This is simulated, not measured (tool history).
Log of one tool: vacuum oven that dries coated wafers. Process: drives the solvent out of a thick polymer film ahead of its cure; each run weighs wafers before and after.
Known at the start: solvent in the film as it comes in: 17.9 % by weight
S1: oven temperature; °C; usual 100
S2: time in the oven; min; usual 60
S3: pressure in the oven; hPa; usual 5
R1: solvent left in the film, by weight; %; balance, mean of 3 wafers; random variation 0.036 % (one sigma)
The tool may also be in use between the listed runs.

run 1 hour=0.0 | S1=100 S2=60 S3=5 | R1=1.92
run 2 hour=19.4 | S1=100 S2=60 S3=5 | R1=1.89
run 3 hour=53.6 | S1=100 S2=60 S3=5 | R1=1.87
run 4 hour=79.6 | S1=100 S2=60 S3=5 | R1=1.90
run 5 hour=122.0 | S1=100 S2=60 S3=5 | R1=1.77
run 6 hour=159.9 | S1=100 S2=60 S3=5 | R1=1.84
run 7 hour=201.9 | S1=100 S2=60 S3=5 | R1=1.87
run 8 hour=231.1 | S1=100 S2=60 S3=5 | R1=1.86
run 9 hour=267.9 | S1=100 S2=43 S3=5 | R1=3.08
run 10 hour=308.6 | S1=100 S2=43 S3=5 | R1=3.08
run 11 hour=337.4 | S1=100 S2=60 S3=5 | R1=1.96
run 12 hour=370.0 | S1=100 S2=60 S3=5 | R1=1.91
run 13 hour=398.5 | S1=100 S2=60 S3=5 | R1=1.92
run 14 hour=437.5 | S1=100 S2=60 S3=5 | R1=1.93
run 15 hour=474.4 | S1=100 S2=60 S3=5 | R1=1.94
run 16 hour=506.4 | S1=100 S2=60 S3=5 | R1=1.87
run 17 hour=526.8 | S1=87 S2=60 S3=5 | R1=4.82
run 18 hour=555.3 | S1=87 S2=60 S3=5 | R1=4.79
run 19 hour=592.4 | S1=100 S2=60 S3=5 | R1=1.93

Forecast run 20:
run 20 hour=618.2 | S1=100 S2=60 S3=5 | R1=?

R1: 1.92 %
Without the tool's hidden state the same run would have given R1 1.65 %.

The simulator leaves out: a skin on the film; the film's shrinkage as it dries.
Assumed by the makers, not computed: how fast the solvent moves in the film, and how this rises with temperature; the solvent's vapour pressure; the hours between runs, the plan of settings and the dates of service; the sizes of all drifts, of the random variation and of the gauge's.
